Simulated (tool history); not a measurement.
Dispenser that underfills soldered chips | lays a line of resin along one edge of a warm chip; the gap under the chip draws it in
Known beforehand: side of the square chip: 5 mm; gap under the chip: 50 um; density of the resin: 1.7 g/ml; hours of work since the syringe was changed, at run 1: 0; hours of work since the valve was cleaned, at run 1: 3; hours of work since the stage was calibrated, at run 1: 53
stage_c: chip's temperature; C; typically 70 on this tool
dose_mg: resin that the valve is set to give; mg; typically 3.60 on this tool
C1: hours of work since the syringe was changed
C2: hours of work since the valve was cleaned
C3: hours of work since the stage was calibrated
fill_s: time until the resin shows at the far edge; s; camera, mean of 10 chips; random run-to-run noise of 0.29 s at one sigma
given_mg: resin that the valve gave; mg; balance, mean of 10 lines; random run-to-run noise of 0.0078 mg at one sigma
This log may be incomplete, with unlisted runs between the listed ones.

{"run": 1, "hour": 0.0, "stage_c": 70, "dose_mg": 3.6, "C1": 0, "C2": 3, "C3": 53, "fill_s": 6.6, "given_mg": 3.585}
{"run": 2, "hour": 5.4, "stage_c": 70, "dose_mg": 3.6, "C1": 4, "C2": 8, "C3": 57, "fill_s": 8.7, "given_mg": 3.597}
{"hour": 10.3, "done": "new syringe of resin"}
{"run": 3, "hour": 11.0, "stage_c": 70, "dose_mg": 3.6, "C1": 1, "C2": 12, "C3": 61, "fill_s": 7.1, "given_mg": 3.555}
{"run": 4, "hour": 16.2, "stage_c": 70, "dose_mg": 3.6, "C1": 5, "C2": 16, "C3": 65, "fill_s": 9.5, "given_mg": 3.554}
{"run": 5, "hour": 20.1, "stage_c": 70, "dose_mg": 3.6, "C1": 8, "C2": 19, "C3": 68, "fill_s": 11.2, "given_mg": 3.567}
{"hour": 20.7, "done": "new syringe of resin"}
{"run": 6, "hour": 23.1, "stage_c": 70, "dose_mg": 4.13, "C1": 2, "C2": 21, "C3": 71, "fill_s": 7.3, "given_mg": 4.077}
{"run": 7, "hour": 27.5, "stage_c": 70, "dose_mg": 4.13, "C1": 5, "C2": 25, "C3": 74, "fill_s": 8.6, "given_mg": 4.055}
{"run": 8, "hour": 30.2, "stage_c": 70, "dose_mg": 4.13, "C1": 7, "C2": 27, "C3": 76, "fill_s": 10.7, "given_mg": 4.051}
{"hour": 31.3, "done": "new syringe of resin"}
{"run": 9, "hour": 35.2, "stage_c": 70, "dose_mg": 3.19, "C1": 3, "C2": 31, "C3": 80, "fill_s": 8.5, "given_mg": 3.127}
{"run": 10, "hour": 37.6, "stage_c": 70, "dose_mg": 3.19, "C1": 5, "C2": 32, "C3": 82, "fill_s": 9.1, "given_mg": 3.114}
{"hour": 42.0, "done": "new syringe of resin"}
{"run": 11, "hour": 42.0, "stage_c": 70, "dose_mg": 3.19, "C1": 0, "C2": 36, "C3": 85, "fill_s": 6.9, "given_mg": 3.104}
{"run": 12, "hour": 47.3, "stage_c": 70, "dose_mg": 4.07, "C1": 4, "C2": 40, "C3": 89, "fill_s": 8.8, "given_mg": 3.957}
{"run": 13, "hour": 51.5, "stage_c": 70, "dose_mg": 4.07, "C1": 7, "C2": 43, "C3": 93, "fill_s": 10.7, "given_mg": 3.948}
{"hour": 52.5, "done": "new syringe of resin"}
{"run": 14, "hour": 54.7, "stage_c": 70, "dose_mg": 4.07, "C1": 2, "C2": 46, "C3": 95, "fill_s": 7.2, "given_mg": 3.945}
{"run": 15, "hour": 58.6, "stage_c": 70, "dose_mg": 4.07, "C1": 5, "C2": 49, "C3": 98, "fill_s": 9.0, "given_mg": 3.933}
{"hour": 62.9, "done": "new syringe of resin"}
{"run": 16, "hour": 63.4, "stage_c": 74, "dose_mg": 3.6, "C1": 0, "C2": 52, "C3": 102, "fill_s": 5.1, "given_mg": 3.494}
{"run": 17, "hour": 68.3, "stage_c": 74, "dose_mg": 3.6, "C1": 4, "C2": 56, "C3": 105, "fill_s": 7.1, "given_mg": 3.453}
{"run": 18, "hour": 71.7, "stage_c": 74, "dose_mg": 3.6, "C1": 7, "C2": 59, "C3": 108, "fill_s": 8.5, "given_mg": 3.467}
{"hour": 73.2, "done": "new syringe of resin"}
{"hour": 75.2, "done": "dispensing valve cleaned and set on the balance"}
{"run": 19, "hour": 77.9, "stage_c": 60, "dose_mg": 3.6, "C1": 3, "C2": 2, "C3": 112, "fill_s": 13.4, "given_mg": 3.598}
{"run": 20, "hour": 83.2, "stage_c": 71, "dose_mg": 4.1, "C1": 7, "C2": 6, "C3": 116, "fill_s": 10.3, "given_mg": 4.074}
{"hour": 84.6, "done": "new syringe of resin"}
{"run": 21, "hour": 89.0, "stage_c": 71, "dose_mg": 4.1, "C1": 3, "C2": 11, "C3": 121, "fill_s": 7.6, "given_mg": 4.067}
{"run": 22, "hour": 93.9, "stage_c": 70, "dose_mg": 4.41, "C1": 7, "C2": 15, "C3": 124, "fill_s": 10.5, "given_mg": 4.369}
{"hour": 95.0, "done": "new syringe of resin"}
{"run": 23, "hour": 97.3, "stage_c": 71, "dose_mg": 4.41, "C1": 2, "C2": 17, "C3": 127, "fill_s": 7.0, "given_mg": 4.353}
{"run": 24, "hour": 101.7, "stage_c": 73, "dose_mg": 4.07, "C1": 5, "C2": 21, "C3": 130, "fill_s": 8.0, "given_mg": 4.002}
{"hour": 105.4, "done": "new syringe of resin"}
{"run": 25, "hour": 107.3, "stage_c": 73, "dose_mg": 4.07, "C1": 2, "C2": 25, "C3": 135, "fill_s": 5.8, "given_mg": 3.997}
{"run": 26, "hour": 111.7, "stage_c": 57, "dose_mg": 3.6, "C1": 5, "C2": 28, "C3": 138, "fill_s": 16.1, "given_mg": 3.517}
{"run": 27, "hour": 115.1, "stage_c": 57, "dose_mg": 3.6, "C1": 8, "C2": 31, "C3": 141, "fill_s": 19.9, "given_mg": 3.521}
{"hour": 115.7, "done": "new syringe of resin"}
{"run": 28, "hour": 119.2, "stage_c": 61, "dose_mg": 4.01, "C1": 3, "C2": 34, "C3": 144, "fill_s": 12.4, "given_mg": 3.903}
{"run": 29, "hour": 122.9, "stage_c": 61, "dose_mg": 4.01, "C1": 6, "C2": 37, "C3": 147, "fill_s": 14.8, "given_mg": 3.905}
{"hour": 126.3, "done": "new syringe of resin"}
{"run": 30, "hour": 128.8, "stage_c": 66, "dose_mg": 4.1, "C1": 2, "C2": 41, "C3": 151, "fill_s": 8.8, "given_mg": 3.98}
{"run": 31, "hour": 133.6, "stage_c": 66, "dose_mg": 3.6, "C1": 6, "C2": 45, "C3": 155, "fill_s": 11.7, "given_mg": 3.482}
{"hour": 136.8, "done": "new syringe of resin"}
{"run": 32, "hour": 136.8, "stage_c": 62, "dose_mg": 4.01, "C1": 0, "C2": 47, "C3": 157, "fill_s": 9.7, "given_mg": 3.876}
{"run": 33, "hour": 141.6, "stage_c": 72, "dose_mg": 3.25, "C1": 4, "C2": 51, "C3": 161, "fill_s": 7.9, "given_mg": 3.132}
{"run": 34, "hour": 144.6, "stage_c": 60, "dose_mg": 4.28, "C1": 6, "C2": 53, "C3": 163, "fill_s": 15.5, "given_mg": 4.11}
{"hour": 147.4, "done": "new syringe of resin"}
{"run": 35, "hour": 148.9, "stage_c": 56, "dose_mg": 3.64, "C1": 1, "C2": 57, "C3": 167, "fill_s": 13.4, "given_mg": 3.492}
{"run": 36, "hour": 151.9, "stage_c": 56, "dose_mg": 3.64, "C1": 4, "C2": 59, "C3": 169, "fill_s": 15.7, "given_mg": 3.478}
{"hour": 154.6, "done": "dispensing valve cleaned and set on the balance"}
{"run": 37, "hour": 155.9, "stage_c": 56, "dose_mg": 3.5, "C1": 6, "C2": 1, "C3": 171, "fill_s": 19.2, "given_mg": 3.514}

Alternative continuations, all from the tool just after run 37; predict every row:
{"hour": 158.6, "done": "new syringe of resin"}
{"run": "A", "hour": 161.0, "stage_c": 67, "dose_mg": 4.1, "C1": 2, "C2": 5, "C3": 175, "fill_s": "?", "given_mg": "?"}
{"hour": 158.6, "done": "new syringe of resin"}
{"run": "B", "hour": 161.0, "stage_c": 61, "dose_mg": 3.5, "C1": 2, "C2": 5, "C3": 175, "fill_s": "?", "given_mg": "?"}
{"hour": 158.6, "done": "new syringe of resin"}
{"run": "C", "hour": 161.0, "stage_c": 81, "dose_mg": 3.2, "C1": 2, "C2": 5, "C3": 175, "fill_s": "?", "given_mg": "?"}

run=A fill_s=8.3 given_mg=4.090
run=B fill_s=11.0 given_mg=3.496
run=C fill_s=4.3 given_mg=3.192
Without the tool's unlogged condition, the same runs would have read:
run=A fill_s=7.6 given_mg=4.106
run=B fill_s=10.2 given_mg=3.510
run=C fill_s=3.9 given_mg=3.204

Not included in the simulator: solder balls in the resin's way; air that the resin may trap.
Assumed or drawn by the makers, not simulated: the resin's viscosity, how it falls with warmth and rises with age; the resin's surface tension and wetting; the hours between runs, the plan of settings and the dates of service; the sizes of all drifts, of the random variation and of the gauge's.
